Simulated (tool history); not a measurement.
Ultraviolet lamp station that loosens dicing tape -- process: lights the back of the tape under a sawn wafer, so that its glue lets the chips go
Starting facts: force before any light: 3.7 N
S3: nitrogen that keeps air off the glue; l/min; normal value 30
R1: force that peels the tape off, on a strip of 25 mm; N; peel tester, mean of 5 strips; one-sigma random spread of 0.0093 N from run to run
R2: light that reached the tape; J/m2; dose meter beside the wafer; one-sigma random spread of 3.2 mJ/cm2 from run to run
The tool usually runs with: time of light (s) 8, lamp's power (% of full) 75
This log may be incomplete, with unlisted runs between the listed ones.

Run 1, hour 0.0: usual settings. Result: R1 0.415 N, R2 4750 J/m2.
Run 2, hour 15.0: usual settings but time of light (s) 15. Result: R1 0.168 N, R2 8990 J/m2.
Run 3, hour 25.3: usual settings but time of light (s) 15. Result: R1 0.184 N, R2 8940 J/m2.
Run 4, hour 33.3: usual settings but lamp's power (% of full) 61. Result: R1 0.622 N, R2 3840 J/m2.
At hour 34.7: window cleaned of glue's vapour.
Run 5, hour 48.7: usual settings but time of light (s) 13. Result: R1 0.201 N, R2 7570 J/m2.
Run 6, hour 58.1: usual settings but S3 12 l/min. Result: R1 0.781 N, R2 4660 J/m2.
Run 7, hour 65.0: usual settings but time of light (s) 9, lamp's power (% of full) 69, S3 22 l/min. Result: R1 0.527 N, R2 4740 J/m2.
Run 8, hour 74.7: usual settings but time of light (s) 9, lamp's power (% of full) 69, S3 10 l/min. Result: R1 0.893 N, R2 4720 J/m2.
Run 9, hour 90.0: usual settings but time of light (s) 13, S3 10 l/min. Result: R1 0.424 N, R2 7340 J/m2.
Run 10, hour 100.6: usual settings but time of light (s) 13, lamp's power (% of full) 99, S3 34 l/min. Result: R1 0.162 N, R2 9560 J/m2.

The next listed run, before its measurement:
At hour 107.2: window cleaned of glue's vapour, once more.
Run 11, hour 110.8: usual settings but time of light (s) 5, lamp's power (% of full) 72, S3 10 l/min. Result: R1 ?, R2 ?.

R1: 1.456 N
R2: 2850 J/m2
Take away the tool's hidden state, keep the run-to-run variation as it was, and the same run would have given R1 1.383 N, R2 3010 J/m2.

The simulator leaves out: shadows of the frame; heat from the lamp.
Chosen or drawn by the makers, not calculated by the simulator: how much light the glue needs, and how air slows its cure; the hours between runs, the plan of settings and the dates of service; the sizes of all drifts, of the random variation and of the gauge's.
